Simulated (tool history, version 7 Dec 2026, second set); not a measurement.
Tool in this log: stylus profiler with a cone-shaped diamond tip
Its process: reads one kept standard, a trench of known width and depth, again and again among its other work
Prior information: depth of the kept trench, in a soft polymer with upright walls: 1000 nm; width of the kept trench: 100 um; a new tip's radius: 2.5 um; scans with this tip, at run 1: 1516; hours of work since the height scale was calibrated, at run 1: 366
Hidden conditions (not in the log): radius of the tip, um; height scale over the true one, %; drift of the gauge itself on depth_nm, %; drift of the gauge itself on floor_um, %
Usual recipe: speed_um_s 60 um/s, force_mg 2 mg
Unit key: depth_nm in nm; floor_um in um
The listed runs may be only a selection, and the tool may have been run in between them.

run    hour  speed_um_s  force_mg  scans with this tip  hours of work since the height scale was calibrated  depth_nm  floor_um
  1       0          60         2                 1516                                                  366   1012.83     95.86
  2    35.9          60         2                 1612                                                  389   1013.38     95.84
  3    76.9          60         2                 1721                                                  416   1012.88      95.8
  4   109.8          60      2.86                 1809                                                  437   1016.19     95.88
  5   133.4          60      2.86                 1873                                                  452   1016.52     95.87
  6   186.5          60      2.86                 2015                                                  487   1016.32     95.89
  7   221.8          60      2.86                 2109                                                  510   1016.54     95.87
  8   243.8          60      2.86                 2168                                                  524   1016.62     95.87
  9   284.8          60         2                 2278                                                  550   1013.03     95.82
 10   328.7          60      5.21                 2395                                                  579   1024.43     95.92
 11   369.6          60      5.21                 2505                                                  605   1024.22      95.9
 12   422.1          60         2                 2645                                                  639   1012.93     95.86
 13   457.3          60         2                 2739                                                  662   1013.08      95.8
 14   502.9          60         2                 2862                                                  691   1013.09     95.84
 15   549.1          60         2                 2985                                                  721   1013.04     95.89
 16   574.7          60      4.08                 3054                                                  738    1021.3     95.91
 17   615.4          60      4.08                 3163                                                  764   1020.89     95.92
 18   651.5          60      4.08                 3259                                                  787   1020.91     95.92
 19   699.7          25       5.8                 3388                                                  819    1026.6     95.93
 20     727         151      0.67                 3461                                                  836   1005.92     95.39
 21     757          21      1.76                 3541                                                  856   1011.88     95.87
 22   800.6          70      2.01                 3658                                                  884   1013.28     95.85
 23   835.1          60      1.55                 3751                                                  906   1010.95     95.83
 24   887.3          38      1.55                 3890                                                  940   1010.38     95.95
 25   937.2          22      0.75                 4024                                                  972    1006.6      95.9
 26   986.3          62      2.38                 4155                                                 1004   1014.93     95.89
 27  1026.5          62      2.38                 4263                                                 1030   1014.71     95.86
 28  1068.8          25      1.51                 4376                                                 1057   1011.11     95.94
 29  1095.1          25      1.51                 4446                                                 1074   1010.47     95.89
 30  1125.3          25      1.51                 4527                                                 1094    1010.7     95.86

What will run 31 give?
 31  1146.8          25      1.51                 4585                                                 1108         ?         ?

{"run 31": {"depth_nm": 1010.87, "floor_um": 95.93}}
Without the tool's hidden state the same run would have given depth_nm 1010.84 nm, floor_um 95.94 um.

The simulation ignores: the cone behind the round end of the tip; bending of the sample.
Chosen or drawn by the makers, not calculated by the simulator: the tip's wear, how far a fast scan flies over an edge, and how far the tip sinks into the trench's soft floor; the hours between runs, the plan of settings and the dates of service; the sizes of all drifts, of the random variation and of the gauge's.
